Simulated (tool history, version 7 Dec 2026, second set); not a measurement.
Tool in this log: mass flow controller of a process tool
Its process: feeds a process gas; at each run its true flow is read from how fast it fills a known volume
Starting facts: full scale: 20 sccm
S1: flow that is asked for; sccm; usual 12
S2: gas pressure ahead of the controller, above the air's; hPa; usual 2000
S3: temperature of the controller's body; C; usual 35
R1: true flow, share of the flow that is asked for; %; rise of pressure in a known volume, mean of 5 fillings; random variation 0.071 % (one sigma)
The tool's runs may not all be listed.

run    hour  S1    S2  S3      R1
  1       0  12  2000  35  102.66
  2   163.7  12  2000  35  102.37
      237.3  -- controller's zero set anew
  3   399.2  12  2000  35  103.54
  4   514.5  12  2000  35  103.52
  5   749.7  12  2000  35  103.52
  6   858.7  12  2000  35  103.62
  7   994.7  12  2000  35  103.52
  8  1186.3  12  2000  35  103.67
  9  1393.6   2  2000  35  101.71
 10  1549.8  12  2000  35  103.71
 11  1810.8  12  2000  35  103.96
 12  2044.9  12  2000  35  103.91
 13  2184.8  12  2000  24  102.81
 14  2300.3  12  2000  24   102.8
 15  2524.6  14  2000  24  103.03
 16  2655.4  14  2650  24  102.94
 17  2831.8  14  2650  24  102.97
 18  2956.9  14  2650  24  102.96
 19  3107.2  14  2650  24  102.86
 20  3354.2  14  2650  24  103.01
 21  3573.1   5  2650  23  101.59
     3675.1  -- controller exchanged for a calibrated one
 22  3808.5   5  2650  23   98.19
 23  4068.3  12  1970  36  100.65
 24  4304.9   4  2010  22   98.26
 25  4414.5   8  2370  21   98.51
 26  4662.4   8  2370  21   98.68
 27  4902.4   3  2000  39   99.95
 28  5062.5   3  2000  39   99.82
 29  5177.8   6  1830  24   99.01
 30    5400   6  1830  24   98.92
 31  5647.3   3  1530  29   98.92
 32    5879   3  1530  29   98.96
 33  6021.4   3  1530  27    98.6
 34  6170.3  14  2320  23   99.91
 35  6321.3  12  1920  39  101.63
 36  6519.5  12  1900  39  101.49
 37  6693.6  12  2520  22   99.64
 38  6829.5   8  2200  21   99.01
 39  7022.8   8  1430  21   99.47

How would selected steps in R1 from run to run divide? Give the signed amount a tool lacking its hidden state would still show from settings, what came in and random variation, and the signed amount left for the hidden state, including any gauge scatter that is not in both of the compared results.
The hidden state here: flow at rest that the sensor doesn't see, % of full scale; true flow over the shown one, %; drift of the gauge itself on true_pct, %.
Run 2 -> 3: controller's zero set anew. R1 +1.17 %: hidden state +0.96, all else +0.21.
Run 9 -> 10: S1 2 -> 12. R1 +2 %: hidden state +1, all else +1.
Run 21 -> 22: controller exchanged for a calibrated one. R1 -3.4 %: hidden state -3.27, all else -0.13.
Run 22 -> 23: S1 5 -> 12, S2 2650 -> 1970, S3 23 -> 36. R1 +2.46 %: hidden state +0.14, all else +2.32.
Run 23 -> 24: S1 12 -> 4, S2 1970 -> 2010, S3 36 -> 22. R1 -2.39 %: hidden state -0.16, all else -2.23.
